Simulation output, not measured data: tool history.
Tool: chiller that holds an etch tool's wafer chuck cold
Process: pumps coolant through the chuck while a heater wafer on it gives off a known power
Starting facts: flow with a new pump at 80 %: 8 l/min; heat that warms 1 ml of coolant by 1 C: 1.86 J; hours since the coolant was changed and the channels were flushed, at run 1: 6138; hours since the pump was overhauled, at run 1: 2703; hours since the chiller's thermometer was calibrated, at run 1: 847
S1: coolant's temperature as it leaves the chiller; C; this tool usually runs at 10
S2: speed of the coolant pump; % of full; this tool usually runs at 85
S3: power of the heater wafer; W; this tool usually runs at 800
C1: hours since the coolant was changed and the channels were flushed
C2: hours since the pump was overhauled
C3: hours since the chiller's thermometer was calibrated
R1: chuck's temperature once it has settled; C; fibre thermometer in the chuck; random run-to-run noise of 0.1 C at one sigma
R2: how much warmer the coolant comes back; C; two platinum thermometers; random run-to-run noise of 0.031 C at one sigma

Run 1, hour 0: usual settings; C1 6138; C2 2703; C3 847. Result: R1 16.3 C, R2 3.21 C.
Run 2, hour 79.3: usual settings; C1 6217; C2 2783; C3 927. Result: R1 16.4 C, R2 3.18 C.
Run 3, hour 122.4: usual settings; C1 6260; C2 2826; C3 970. Result: R1 16.4 C, R2 3.19 C.
Run 4, hour 170.5: usual settings; C1 6309; C2 2874; C3 1018. Result: R1 16.6 C, R2 3.2 C.
Run 5, hour 259.5: usual settings; C1 6398; C2 2963; C3 1107. Result: R1 16.5 C, R2 3.21 C.
Run 6, hour 304.7: usual settings; C1 6443; C2 3008; C3 1152. Result: R1 16.5 C, R2 3.24 C.
Run 7, hour 376.4: usual settings; C1 6514; C2 3080; C3 1224. Result: R1 16.5 C, R2 3.19 C.
Run 8, hour 453.4: usual settings; C1 6592; C2 3157; C3 1301. Result: R1 16.6 C, R2 3.23 C.
Run 9, hour 532.2: usual settings; C1 6670; C2 3235; C3 1380. Result: R1 16.7 C, R2 3.19 C.
Run 10, hour 628.2: usual settings but S3 700 W; C1 6766; C2 3331; C3 1476. Result: R1 16 C, R2 2.81 C.
Run 11, hour 671.2: usual settings but S3 700 W; C1 6809; C2 3374; C3 1519. Result: R1 15.9 C, R2 2.81 C.
Run 12, hour 756.8: usual settings but S3 700 W; C1 6895; C2 3460; C3 1604. Result: R1 15.8 C, R2 2.79 C.
Run 13, hour 856.4: usual settings but S3 700 W; C1 6994; C2 3560; C3 1704. Result: R1 16.1 C, R2 2.79 C.
Run 14, hour 915.4: usual settings but S3 713 W; C1 7054; C2 3619; C3 1763. Result: R1 15.9 C, R2 2.87 C.
Run 15, hour 1000: usual settings but S3 713 W; C1 7138; C2 3703; C3 1847. Result: R1 16.1 C, R2 2.84 C.
Run 16, hour 1105.1: usual settings but S1 12 C, S2 62 % of full, S3 410 W; C1 7243; C2 3808; C3 1953. Result: R1 16.3 C, R2 2.28 C.
Run 17, hour 1181.5: usual settings but S1 12 C, S2 62 % of full, S3 410 W; C1 7320; C2 3885; C3 2029. Result: R1 16.4 C, R2 2.3 C.
Run 18, hour 1266.8: usual settings but S1 12 C, S2 62 % of full, S3 410 W; C1 7405; C2 3970; C3 2114. Result: R1 16.4 C, R2 2.29 C.
Run 19, hour 1368.6: usual settings but S1 12 C, S2 62 % of full, S3 410 W; C1 7507; C2 4072; C3 2216. Result: R1 16.3 C, R2 2.19 C.
Run 20, hour 1417.4: usual settings but S1 12 C, S2 62 % of full, S3 410 W; C1 7555; C2 4121; C3 2265. Result: R1 16.5 C, R2 2.22 C.
Run 21, hour 1489.1: usual settings but S1 12 C, S2 62 % of full, S3 410 W; C1 7627; C2 4192; C3 2337. Result: R1 16.3 C, R2 2.25 C.
Run 22, hour 1543.5: usual settings but S3 410 W; C1 7682; C2 4247; C3 2391. Result: R1 13.6 C, R2 1.66 C.
Run 23, hour 1604.4: usual settings but S1 14 C, S2 74 % of full, S3 481 W; C1 7742; C2 4308; C3 2452. Result: R1 18.6 C, R2 2.27 C.
Run 24, hour 1705.1: usual settings but S1 0 C, S2 89 % of full, S3 776 W; C1 7843; C2 4408; C3 2553. Result: R1 6.7 C, R2 3.04 C.
Run 25, hour 1804.4: usual settings but S1 1 C, S2 93 % of full, S3 671 W; C1 7943; C2 4508; C3 2652. Result: R1 6.7 C, R2 2.51 C.
Run 26, hour 1857.2: usual settings but S1 17 C, S2 68 % of full, S3 544 W; C1 7995; C2 4560; C3 2705. Result: R1 22.7 C, R2 2.82 C.

Alternative continuations, all from the tool just after run 26; predict every row:
Run A, hour 1908.2: usual settings but S1 8 C, S2 68 % of full, S3 730 W; C1 8046; C2 4611; C3 2756. Result: R1 ?, R2 ?.
Run B, hour 1908.2: usual settings but S3 701 W; C1 8046; C2 4611; C3 2756. Result: R1 ?, R2 ?.
Run C, hour 1908.2: usual settings but S2 95 % of full, S3 1187 W; C1 8046; C2 4611; C3 2756. Result: R1 ?, R2 ?.
Run D, hour 1908.2: usual settings but S1 7 C, S3 624 W; C1 8046; C2 4611; C3 2756. Result: R1 ?, R2 ?.
Run E, hour 1908.2: usual settings but S1 8 C, S2 92 % of full, S3 544 W; C1 8046; C2 4611; C3 2756. Result: R1 ?, R2 ?.

run    R1    R2
  A  15.5   3.7
  B  16.3  2.84
  C  19.8  4.39
  D  12.6  2.54
  E  12.6   2.1
Without the tool's unlogged condition, the same runs would have read:
run    R1    R2
  A  13.7  3.43
  B  14.7  2.63
  C  17.5  4.07
  D  11.1  2.35
  E  11.3  1.95

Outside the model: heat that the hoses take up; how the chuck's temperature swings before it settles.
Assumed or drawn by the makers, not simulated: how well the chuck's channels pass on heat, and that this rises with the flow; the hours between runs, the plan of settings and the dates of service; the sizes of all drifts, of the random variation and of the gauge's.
